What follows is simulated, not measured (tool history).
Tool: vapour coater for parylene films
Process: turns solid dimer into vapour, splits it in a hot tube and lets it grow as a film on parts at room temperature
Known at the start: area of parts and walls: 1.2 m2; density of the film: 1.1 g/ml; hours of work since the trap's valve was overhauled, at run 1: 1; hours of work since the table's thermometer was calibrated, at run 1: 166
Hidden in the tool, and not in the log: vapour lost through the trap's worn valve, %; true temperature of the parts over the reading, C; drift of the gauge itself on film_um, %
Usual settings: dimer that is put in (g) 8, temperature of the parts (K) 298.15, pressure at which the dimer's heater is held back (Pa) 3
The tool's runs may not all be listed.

run   hour  dimer that is put in (g)  temperature of the parts (K)  pressure at which the dimer's heater is held back (Pa)  hours of work since the trap's valve was overhauled  hours of work since the table's thermometer was calibrated  thickness of the film (um)
  1      0                         8                        298.15                                                       3                                                    1                                                         166                         3.5
  2   49.8                         8                        298.15                                                       3                                                   29                                                         195                        3.36
  3   92.1                         8                        298.15                                                       3                                                   54                                                         219                        3.41
  4  149.5                         8                        298.15                                                       3                                                   87                                                         252                        3.35
  5  203.7                         8                        298.15                                                       3                                                  118                                                         283                        3.33
  6  230.4                         8                        298.15                                                       3                                                  134                                                         299                        3.23
  7  265.5                         8                        298.15                                                     4.7                                                  154                                                         319                        3.05
     272.2  -- trap's valve overhauled
  8  321.5                         8                        298.15                                                       3                                                   28                                                         349                        3.18
  9    369                         6                        305.15                                                    9.31                                                   56                                                         377                         1.7
 10  407.3                         6                        305.15                                                    9.31                                                   78                                                         399                        1.72
 11  457.5                         6                        305.15                                                    9.31                                                  107                                                         428                        1.62
 12  481.7                         6                        305.15                                                    9.31                                                  121                                                         442                        1.64
 13    537                         9                        294.15                                                     7.9                                                  153                                                         474                        3.47
 14  573.7                         6                        295.15                                                    4.54                                                  174                                                         495                        2.36
     627.9  -- trap's valve overhauled, once more
 15  627.9                         8                        308.15                                                    7.99                                                    0                                                         524                        2.35

Hidden state at the last listed run before each entry between runs and at the first one after, where it differs:
Between runs 7 and 8: trap's valve overhauled (hour 272.2)
  vapour lost through the trap's worn valve, %: 8.2 -> 10.8; true temperature of the parts over the reading, C: -0.38 -> -0.41
  measured less the result without the state, thickness of the film (um): -0.23 -> -0.34
Between runs 14 and 15: trap's valve overhauled, once more (hour 627.9)
  vapour lost through the trap's worn valve, %: 17.5 -> 1; true temperature of the parts over the reading, C: -0.51 -> -0.53
  measured less the result without the state, thickness of the film (um): -0.46 -> +0.02

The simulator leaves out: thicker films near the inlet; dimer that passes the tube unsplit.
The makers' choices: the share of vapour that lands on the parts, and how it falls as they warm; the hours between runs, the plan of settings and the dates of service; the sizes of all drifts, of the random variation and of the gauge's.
